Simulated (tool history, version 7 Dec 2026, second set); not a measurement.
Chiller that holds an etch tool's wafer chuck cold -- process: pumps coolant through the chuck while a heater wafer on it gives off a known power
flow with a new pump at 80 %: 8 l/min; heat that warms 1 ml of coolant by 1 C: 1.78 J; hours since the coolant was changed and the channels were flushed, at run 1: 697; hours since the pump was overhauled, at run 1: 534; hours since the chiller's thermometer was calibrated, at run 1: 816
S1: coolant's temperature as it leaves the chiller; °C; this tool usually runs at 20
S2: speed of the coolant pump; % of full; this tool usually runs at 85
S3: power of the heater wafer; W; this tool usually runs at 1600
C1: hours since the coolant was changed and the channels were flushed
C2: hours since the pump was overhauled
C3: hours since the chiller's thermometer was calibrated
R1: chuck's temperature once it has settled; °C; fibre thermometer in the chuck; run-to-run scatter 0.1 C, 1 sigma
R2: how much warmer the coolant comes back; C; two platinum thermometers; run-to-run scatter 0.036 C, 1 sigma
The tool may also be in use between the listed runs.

run	hour	S1	S2	S3	C1	C2	C3	R1	R2
1	0	20	85	1600	697	534	816	36.1	6.35
2	36.8	20	85	1600	734	571	853	36	6.34
3	69.3	20	85	1600	767	603	885	36	6.34
4	92.1	20	85	1600	789	626	908	35.9	6.37
5	112.4	20	85	1600	810	646	928	36.1	6.34
# hour 120.7: coolant pump overhauled
6	158.1	20	85	1600	850	37	969	36.1	6.36
7	178.7	20	85	1600	871	58	990	36.1	6.3

Run 8, settings as shown, results not yet in. Your forecast:
8	203	11	85	1290	895	82	1014	?	?

Run 8 produced R1 24 °C, R2 5.09 C.
With no hidden state in the tool, this same run would have given R1 23.9 °C, R2 5.11 C.
